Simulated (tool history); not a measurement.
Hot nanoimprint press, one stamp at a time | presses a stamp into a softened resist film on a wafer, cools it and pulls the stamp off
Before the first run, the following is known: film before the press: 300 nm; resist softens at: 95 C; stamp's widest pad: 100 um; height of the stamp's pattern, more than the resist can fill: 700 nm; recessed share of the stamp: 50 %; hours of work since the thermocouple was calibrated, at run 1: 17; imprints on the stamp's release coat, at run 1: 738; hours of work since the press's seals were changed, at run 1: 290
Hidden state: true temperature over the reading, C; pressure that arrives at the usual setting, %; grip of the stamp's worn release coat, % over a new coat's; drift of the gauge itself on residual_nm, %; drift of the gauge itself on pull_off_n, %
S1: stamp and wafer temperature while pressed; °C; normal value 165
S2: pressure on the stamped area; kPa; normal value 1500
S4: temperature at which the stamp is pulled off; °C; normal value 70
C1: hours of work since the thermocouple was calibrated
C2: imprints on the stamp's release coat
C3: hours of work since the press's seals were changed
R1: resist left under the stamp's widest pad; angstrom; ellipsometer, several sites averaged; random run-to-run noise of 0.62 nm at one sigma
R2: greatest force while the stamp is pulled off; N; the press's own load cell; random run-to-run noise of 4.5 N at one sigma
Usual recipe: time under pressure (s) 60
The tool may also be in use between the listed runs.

{"run": 1, "day": 0.0, "S1": 165, "S2": 1500, "time under pressure (s)": 60, "S4": 70, "C1": 17, "C2": 738, "C3": 290, "R1": 1361, "R2": 214}
{"run": 2, "day": 1.7, "S1": 165, "S2": 1500, "time under pressure (s)": 60, "S4": 70, "C1": 45, "C2": 850, "C3": 318, "R1": 1355, "R2": 220}
{"run": 3, "day": 4.454, "S1": 165, "S2": 1500, "time under pressure (s)": 60, "S4": 70, "C1": 92, "C2": 1031, "C3": 365, "R1": 1370, "R2": 225}
{"run": 4, "day": 8.279, "S1": 165, "S2": 1240, "time under pressure (s)": 60, "S4": 70, "C1": 156, "C2": 1282, "C3": 429, "R1": 1477, "R2": 221}
{"run": 5, "day": 11.596, "S1": 165, "S2": 1240, "time under pressure (s)": 60, "S4": 70, "C1": 212, "C2": 1499, "C3": 485, "R1": 1479, "R2": 219}
{"run": 6, "day": 14.0, "S1": 165, "S2": 1850, "time under pressure (s)": 60, "S4": 70, "C1": 253, "C2": 1657, "C3": 526, "R1": 1246, "R2": 224}
{"run": 7, "day": 16.288, "S1": 165, "S2": 1850, "time under pressure (s)": 41, "S4": 70, "C1": 291, "C2": 1807, "C3": 564, "R1": 1466, "R2": 222}
{"run": 8, "day": 20.171, "S1": 165, "S2": 1500, "time under pressure (s)": 114, "S4": 70, "C1": 357, "C2": 2062, "C3": 630, "R1": 1059, "R2": 223}
{"run": 9, "day": 23.808, "S1": 165, "S2": 1500, "time under pressure (s)": 114, "S4": 70, "C1": 418, "C2": 2301, "C3": 691, "R1": 1052, "R2": 218}
{"day": 25.971, "done": "stamp cleaned and given a new release coat"}
{"day": 26.45, "done": "plate thermocouple calibrated"}
{"run": 10, "day": 27.588, "S1": 165, "S2": 1500, "time under pressure (s)": 114, "S4": 70, "C1": 19, "C2": 98, "C3": 749, "R1": 1066, "R2": 225}
{"run": 11, "day": 31.438, "S1": 165, "S2": 1500, "time under pressure (s)": 114, "S4": 70, "C1": 84, "C2": 351, "C3": 814, "R1": 1064, "R2": 226}
{"run": 12, "day": 34.071, "S1": 165, "S2": 1500, "time under pressure (s)": 114, "S4": 70, "C1": 129, "C2": 524, "C3": 858, "R1": 1067, "R2": 211}
{"run": 13, "day": 37.992, "S1": 165, "S2": 1500, "time under pressure (s)": 114, "S4": 70, "C1": 195, "C2": 781, "C3": 924, "R1": 1063, "R2": 218}
{"run": 14, "day": 40.479, "S1": 161, "S2": 1500, "time under pressure (s)": 37, "S4": 66, "C1": 237, "C2": 945, "C3": 966, "R1": 1927, "R2": 234}
{"run": 15, "day": 43.408, "S1": 161, "S2": 1500, "time under pressure (s)": 37, "S4": 66, "C1": 286, "C2": 1137, "C3": 1016, "R1": 1923, "R2": 239}
{"day": 43.912, "done": "press's hydraulic seals changed and the load cell set to zero"}
{"run": 16, "day": 47.704, "S1": 161, "S2": 1500, "time under pressure (s)": 37, "S4": 66, "C1": 353, "C2": 1397, "C3": 64, "R1": 1918, "R2": 235}
{"run": 17, "day": 50.512, "S1": 161, "S2": 1500, "time under pressure (s)": 74, "S4": 78, "C1": 400, "C2": 1581, "C3": 111, "R1": 1538, "R2": 197}
{"day": 53.954, "done": "plate thermocouple calibrated"}
{"run": 18, "day": 54.388, "S1": 161, "S2": 1500, "time under pressure (s)": 74, "S4": 78, "C1": 7, "C2": 1827, "C3": 175, "R1": 1544, "R2": 200}
{"run": 19, "day": 57.467, "S1": 165, "S2": 1500, "time under pressure (s)": 36, "S4": 63, "C1": 59, "C2": 2029, "C3": 227, "R1": 1690, "R2": 239}
{"day": 59.467, "done": "gauge calibrated"}
{"run": 20, "day": 61.438, "S1": 165, "S2": 1500, "time under pressure (s)": 79, "S4": 64, "C1": 126, "C2": 2290, "C3": 294, "R1": 1227, "R2": 236}
{"day": 63.725, "done": "stamp cleaned and given a new release coat"}
{"run": 21, "day": 65.8, "S1": 168, "S2": 1080, "time under pressure (s)": 33, "S4": 64, "C1": 196, "C2": 136, "C3": 363, "R1": 1709, "R2": 247}
{"run": 22, "day": 68.817, "S1": 158, "S2": 1020, "time under pressure (s)": 60, "S4": 61, "C1": 246, "C2": 334, "C3": 414, "R1": 2076, "R2": 242}
{"run": 23, "day": 72.062, "S1": 158, "S2": 1020, "time under pressure (s)": 60, "S4": 61, "C1": 301, "C2": 547, "C3": 469, "R1": 2076, "R2": 246}
{"run": 24, "day": 74.912, "S1": 157, "S2": 1200, "time under pressure (s)": 61, "S4": 73, "C1": 349, "C2": 734, "C3": 517, "R1": 2050, "R2": 222}

Branching from run 24: 5 alternative next runs. What would each branch give?
{"run": "A", "day": 77.592, "S1": 162, "S2": 1500, "time under pressure (s)": 60, "S4": 62, "C1": 394, "C2": 910, "C3": 562, "R1": "?", "R2": "?"}
{"run": "B", "day": 77.592, "S1": 161, "S2": 1300, "time under pressure (s)": 61, "S4": 73, "C1": 394, "C2": 910, "C3": 562, "R1": "?", "R2": "?"}
{"run": "C", "day": 77.592, "S1": 165, "S2": 1250, "time under pressure (s)": 78, "S4": 69, "C1": 394, "C2": 910, "C3": 562, "R1": "?", "R2": "?"}
{"run": "D", "day": 77.592, "S1": 156, "S2": 1200, "time under pressure (s)": 61, "S4": 73, "C1": 394, "C2": 910, "C3": 562, "R1": "?", "R2": "?"}
{"run": "E", "day": 77.592, "S1": 165, "S2": 920, "time under pressure (s)": 60, "S4": 65, "C1": 394, "C2": 910, "C3": 562, "R1": "?", "R2": "?"}

run=A R1=1570 R2=245
run=B R1=1722 R2=208
run=C R1=1334 R2=225
run=D R1=2116 R2=218
run=E R1=1670 R2=239
What these runs would have given with no unlogged condition in the tool:
run=A R1=1560 R2=243
run=B R1=1711 R2=207
run=C R1=1325 R2=223
run=D R1=2101 R2=216
run=E R1=1659 R2=237
